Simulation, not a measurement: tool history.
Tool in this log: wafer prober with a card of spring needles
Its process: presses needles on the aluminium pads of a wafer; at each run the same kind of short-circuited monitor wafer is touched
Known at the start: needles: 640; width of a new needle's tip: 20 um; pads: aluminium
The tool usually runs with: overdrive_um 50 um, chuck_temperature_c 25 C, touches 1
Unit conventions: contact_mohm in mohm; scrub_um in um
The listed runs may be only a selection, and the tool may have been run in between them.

Run 1, hour 0.0: usual settings. Result: contact_mohm 279 mohm, scrub_um 11.69 um.
Run 2, hour 39.9: usual settings. Result: contact_mohm 280 mohm, scrub_um 11.79 um.
Run 3, hour 70.7: usual settings. Result: contact_mohm 275 mohm, scrub_um 11.67 um.
Run 4, hour 116.0: usual settings but overdrive_um 62 um. Result: contact_mohm 273 mohm, scrub_um 14.54 um.
Run 5, hour 151.1: usual settings but overdrive_um 62 um. Result: contact_mohm 274 mohm, scrub_um 14.46 um.
Run 6, hour 197.3: usual settings. Result: contact_mohm 277 mohm, scrub_um 11.85 um.
Run 7, hour 241.9: usual settings. Result: contact_mohm 277 mohm, scrub_um 11.60 um.
Run 8, hour 288.0: usual settings. Result: contact_mohm 278 mohm, scrub_um 11.68 um.
Run 9, hour 324.2: usual settings. Result: contact_mohm 281 mohm, scrub_um 11.70 um.
Run 10, hour 361.3: usual settings. Result: contact_mohm 278 mohm, scrub_um 11.69 um.
Run 11, hour 389.7: usual settings but overdrive_um 31 um. Result: contact_mohm 292 mohm, scrub_um 7.25 um.
Run 12, hour 434.2: usual settings but overdrive_um 31 um. Result: contact_mohm 288 mohm, scrub_um 7.25 um.
Run 13, hour 465.9: usual settings but overdrive_um 31 um. Result: contact_mohm 286 mohm, scrub_um 7.22 um.
Run 14, hour 505.4: usual settings but overdrive_um 32 um. Result: contact_mohm 291 mohm, scrub_um 7.35 um.
Run 15, hour 541.8: usual settings but overdrive_um 32 um. Result: contact_mohm 288 mohm, scrub_um 7.40 um.
Run 16, hour 584.4: usual settings but overdrive_um 31 um, chuck_temperature_c 71 C, touches 2. Result: contact_mohm 305 mohm, scrub_um 7.28 um.
Run 17, hour 605.9: usual settings but overdrive_um 31 um, chuck_temperature_c 71 C, touches 2. Result: contact_mohm 308 mohm, scrub_um 7.27 um.
Run 18, hour 631.7: usual settings but overdrive_um 31 um, chuck_temperature_c 31 C, touches 2. Result: contact_mohm 291 mohm, scrub_um 7.32 um.
Run 19, hour 664.3: usual settings but touches 2. Result: contact_mohm 278 mohm, scrub_um 11.82 um.
Run 20, hour 686.7: usual settings but overdrive_um 62 um, touches 2. Result: contact_mohm 267 mohm, scrub_um 14.61 um.
Run 21, hour 730.9: usual settings but overdrive_um 62 um, touches 2. Result: contact_mohm 274 mohm, scrub_um 14.62 um.
Run 22, hour 775.0: usual settings but overdrive_um 62 um, touches 2. Result: contact_mohm 274 mohm, scrub_um 14.58 um.
Run 23, hour 797.8: usual settings but overdrive_um 48 um, touches 3. Result: contact_mohm 275 mohm, scrub_um 11.32 um.
Run 24, hour 844.3: usual settings but overdrive_um 48 um, touches 3. Result: contact_mohm 273 mohm, scrub_um 11.22 um.
Run 25, hour 885.0: usual settings but overdrive_um 47 um. Result: contact_mohm 275 mohm, scrub_um 11.03 um.
Run 26, hour 920.0: usual settings but overdrive_um 65 um, chuck_temperature_c 36 C. Result: contact_mohm 273 mohm, scrub_um 15.23 um.
Run 27, hour 943.1: usual settings but overdrive_um 41 um, chuck_temperature_c 52 C. Result: contact_mohm 292 mohm, scrub_um 9.68 um.
Run 28, hour 990.7: usual settings but overdrive_um 38 um, touches 3. Result: contact_mohm 282 mohm, scrub_um 8.94 um.
Run 29, hour 1028.8: usual settings but overdrive_um 38 um, chuck_temperature_c 115 C. Result: contact_mohm 317 mohm, scrub_um 8.90 um.
Run 30, hour 1049.1: usual settings but chuck_temperature_c 51 C. Result: contact_mohm 284 mohm, scrub_um 11.80 um.

Put back what was entered between runs (50 entries, withheld): which listed runs does each sit between, and how does the hidden state differ from the listed run before to the listed run after?
Run 1 -> run 2: tips cleaned on abrasive film (hour 21.4)
  debris on the tips, nm: 0 -> 0.2
Run 2 -> run 3: tips cleaned on abrasive film (hour 43.4); height of the first contact set anew (hour 43.7); tips cleaned on abrasive film (hour 64.3)
  debris on the tips, nm: 0.2 -> 0.1
Run 3 -> run 4: tips cleaned on abrasive film (hour 85.4); tips cleaned on abrasive film (hour 107.2)
  no difference in the tool's unlogged condition between these two runs
Run 4 -> run 5: tips cleaned on abrasive film (hour 129.7); tips cleaned on abrasive film (hour 151.1)
  debris on the tips, nm: 0.1 -> 0
Run 5 -> run 6: tips cleaned on abrasive film (hour 172.2); tips cleaned on abrasive film (hour 195.9)
  no difference in the tool's unlogged condition between these two runs
Run 6 -> run 7: tips cleaned on abrasive film (hour 217.6); tips cleaned on abrasive film (hour 239.3)
  debris on the tips, nm: 0 -> 0.1
Run 7 -> run 8: tips cleaned on abrasive film (hour 260.0); tips cleaned on abrasive film (hour 282.9)
  no difference in the tool's unlogged condition between these two runs
Run 8 -> run 9: tips cleaned on abrasive film (hour 305.9)
  debris on the tips, nm: 0.1 -> 0.2
Run 9 -> run 10: tips cleaned on abrasive film (hour 327.2); tips cleaned on abrasive film (hour 348.6)
  debris on the tips, nm: 0.2 -> 0.1
Run 10 -> run 11: tips cleaned on abrasive film (hour 370.9)
  debris on the tips, nm: 0.1 -> 0.2
Run 11 -> run 12: tips cleaned on abrasive film (hour 393.9); tips cleaned on abrasive film (hour 416.3)
  no difference in the tool's unlogged condition between these two runs
Run 12 -> run 13: tips cleaned on abrasive film (hour 438.7); tips cleaned on abrasive film (hour 461.5)
  debris on the tips, nm: 0.2 -> 0.1
Run 13 -> run 14: tips cleaned on abrasive film (hour 482.3); tips cleaned on abrasive film (hour 504.0)
  debris on the tips, nm: 0.1 -> 0
Run 14 -> run 15: tips cleaned on abrasive film (hour 525.0); height of the first contact set anew (hour 525.3)
  debris on the tips, nm: 0 -> 0.2
Run 15 -> run 16: tips cleaned on abrasive film (hour 546.2); tips cleaned on abrasive film (hour 568.1)
  no difference in the tool's unlogged condition between these two runs
Run 16 -> run 17: tips cleaned on abrasive film (hour 591.0)
  no difference in the tool's unlogged condition between these two runs
Run 17 -> run 18: tips cleaned on abrasive film (hour 615.0)
  no difference in the tool's unlogged condition between these two runs
Run 18 -> run 19: tips cleaned on abrasive film (hour 635.3); tips cleaned on abrasive film (hour 657.7)
  debris on the tips, nm: 0.2 -> 0.1
Run 19 -> run 20: tips cleaned on abrasive film (hour 680.6)
  no difference in the tool's unlogged condition between these two runs
Run 20 -> run 21: tips cleaned on abrasive film (hour 703.6); tips cleaned on abrasive film (hour 725.6)
  no difference in the tool's unlogged condition between these two runs
Run 21 -> run 22: tips cleaned on abrasive film (hour 749.2); tips cleaned on abrasive film (hour 770.3)
  no difference in the tool's unlogged condition between these two runs
Run 22 -> run 23: tips cleaned on abrasive film (hour 791.3)
  no difference in the tool's unlogged condition between these two runs
Run 23 -> run 24: tips cleaned on abrasive film (hour 812.0); tips cleaned on abrasive film (hour 833.0)
  no difference in the tool's unlogged condition between these two runs
Run 24 -> run 25: tips cleaned on abrasive film (hour 855.5); tips cleaned on abrasive film (hour 877.9)
  no difference in the tool's unlogged condition between these two runs
Run 25 -> run 26: tips cleaned on abrasive film (hour 898.3); tips cleaned on abrasive film (hour 920.0)
  debris on the tips, nm: 0.1 -> 0
Run 26 -> run 27: tips cleaned on abrasive film (hour 943.1)
  no difference in the tool's unlogged condition between these two runs
Run 27 -> run 28: tips cleaned on abrasive film (hour 966.1); tips cleaned on abrasive film (hour 988.5)
  way that the needles fall short of the set height, um: 0 -> 0.01
Run 28 -> run 29: height of the first contact set anew (hour 1007.8); tips cleaned on abrasive film (hour 1012.2)
  debris on the tips, nm: 0 -> 0.2; way that the needles fall short of the set height, um: 0.01 -> 0
Run 29 -> run 30: tips cleaned on abrasive film (hour 1033.1)
  no difference in the tool's unlogged condition between these two runs

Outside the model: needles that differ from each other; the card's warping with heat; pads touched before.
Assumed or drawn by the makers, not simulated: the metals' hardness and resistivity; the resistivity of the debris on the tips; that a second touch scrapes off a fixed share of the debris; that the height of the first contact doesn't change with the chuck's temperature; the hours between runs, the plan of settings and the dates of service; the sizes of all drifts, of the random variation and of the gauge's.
